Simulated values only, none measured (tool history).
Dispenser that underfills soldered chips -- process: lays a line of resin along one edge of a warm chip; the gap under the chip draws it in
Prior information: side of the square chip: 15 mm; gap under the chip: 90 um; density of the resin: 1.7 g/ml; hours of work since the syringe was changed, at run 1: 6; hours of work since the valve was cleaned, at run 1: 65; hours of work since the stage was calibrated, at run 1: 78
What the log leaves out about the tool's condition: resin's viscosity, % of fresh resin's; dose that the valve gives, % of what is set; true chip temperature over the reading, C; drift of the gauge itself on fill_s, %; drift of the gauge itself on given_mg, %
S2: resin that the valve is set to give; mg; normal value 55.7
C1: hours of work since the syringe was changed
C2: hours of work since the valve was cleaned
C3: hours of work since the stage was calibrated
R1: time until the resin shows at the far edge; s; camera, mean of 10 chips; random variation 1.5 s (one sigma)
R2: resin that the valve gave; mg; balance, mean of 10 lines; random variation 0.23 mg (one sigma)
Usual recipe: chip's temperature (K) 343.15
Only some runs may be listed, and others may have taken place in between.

Run 1, hour 0.0: usual settings; C1 6; C2 65; C3 78. Result: R1 179.4 s, R2 52.79 mg.
At hour 3.1: new syringe of resin.
At hour 4.1: dispensing valve cleaned and set on the balance.
Run 2, hour 5.7: usual settings; C1 1; C2 1; C3 81. Result: R1 152.9 s, R2 55.41 mg.
Run 3, hour 13.4: usual settings; C1 7; C2 7; C3 87. Result: R1 190.7 s, R2 55.21 mg.
At hour 15.8: new syringe of resin.
Run 4, hour 21.2: usual settings; C1 4; C2 12; C3 92. Result: R1 169.8 s, R2 54.35 mg.
At hour 27.5: new syringe of resin.
Run 5, hour 29.3: usual settings; C1 1; C2 18; C3 98. Result: R1 158.2 s, R2 54.80 mg.
Run 6, hour 37.0: usual settings; C1 7; C2 24; C3 104. Result: R1 191.3 s, R2 54.86 mg.
At hour 39.4: new syringe of resin.
Run 7, hour 44.8: usual settings but chip's temperature (K) 337.15; C1 4; C2 30; C3 109. Result: R1 220.2 s, R2 54.04 mg.
Run 8, hour 48.3: usual settings but chip's temperature (K) 352.15; C1 7; C2 32; C3 112. Result: R1 128.1 s, R2 54.24 mg.
At hour 51.2: new syringe of resin.
Run 9, hour 56.1: usual settings but chip's temperature (K) 352.15, S2 63.2 mg; C1 4; C2 38; C3 117. Result: R1 114.9 s, R2 61.58 mg.
Run 10, hour 61.7: usual settings but chip's temperature (K) 345.15, S2 47.8 mg; C1 8; C2 42; C3 122. Result: R1 187.1 s, R2 46.04 mg.
At hour 63.2: new syringe of resin.
Run 11, hour 66.1: usual settings but chip's temperature (K) 329.15, S2 65.8 mg; C1 2; C2 45; C3 125. Result: R1 289.2 s, R2 63.43 mg.
Run 12, hour 70.1: usual settings but chip's temperature (K) 329.15, S2 65.8 mg; C1 5; C2 48; C3 128. Result: R1 322.7 s, R2 63.06 mg.
At hour 75.1: new syringe of resin.
Run 13, hour 78.5: usual settings but chip's temperature (K) 329.15, S2 65.8 mg; C1 3; C2 54; C3 134. Result: R1 300.1 s, R2 62.60 mg.
Run 14, hour 84.3: usual settings but chip's temperature (K) 349.15, S2 60.0 mg; C1 7; C2 58; C3 138. Result: R1 144.9 s, R2 56.70 mg.
At hour 87.0: new syringe of resin.
Run 15, hour 92.9: usual settings but chip's temperature (K) 332.15, S2 67.2 mg; C1 4; C2 64; C3 144. Result: R1 266.8 s, R2 63.65 mg.
At hour 97.7: dispensing valve cleaned and set on the balance.
Run 16, hour 97.7: usual settings but chip's temperature (K) 332.15, S2 52.5 mg; C1 7; C2 0; C3 147. Result: R1 308.4 s, R2 52.36 mg.
At hour 100.1: new syringe of resin.
Run 17, hour 104.3: usual settings but chip's temperature (K) 356.15, S2 63.4 mg; C1 3; C2 5; C3 152. Result: R1 95.5 s, R2 63.49 mg.
Run 18, hour 110.1: usual settings but S2 49.9 mg; C1 7; C2 9; C3 156. Result: R1 196.4 s, R2 49.73 mg.

Forecast each of these 4 alternatives for the next run:
At hour 112.0: new syringe of resin.
Run A, hour 117.3: usual settings but chip's temperature (K) 350.15, S2 61.9 mg; C1 4; C2 14; C3 161. Result: R1 ?, R2 ?.
At hour 112.0: new syringe of resin.
Run B, hour 117.3: usual settings but chip's temperature (K) 334.15, S2 60.3 mg; C1 4; C2 14; C3 161. Result: R1 ?, R2 ?.
At hour 112.0: new syringe of resin.
Run C, hour 117.3: usual settings but chip's temperature (K) 331.15, S2 58.3 mg; C1 4; C2 14; C3 161. Result: R1 ?, R2 ?.
At hour 112.0: new syringe of resin.
Run D, hour 117.3: usual settings but chip's temperature (K) 344.15, S2 51.6 mg; C1 4; C2 14; C3 161. Result: R1 ?, R2 ?.

run     R1     R2
  A  125.8  61.26
  B  256.7  59.78
  C  288.2  57.31
  D  163.3  51.25
Without the tool's unlogged condition, the same runs would have read:
run     R1     R2
  A  105.9  62.09
  B  215.7  60.59
  C  241.8  58.08
  D  137.1  51.95
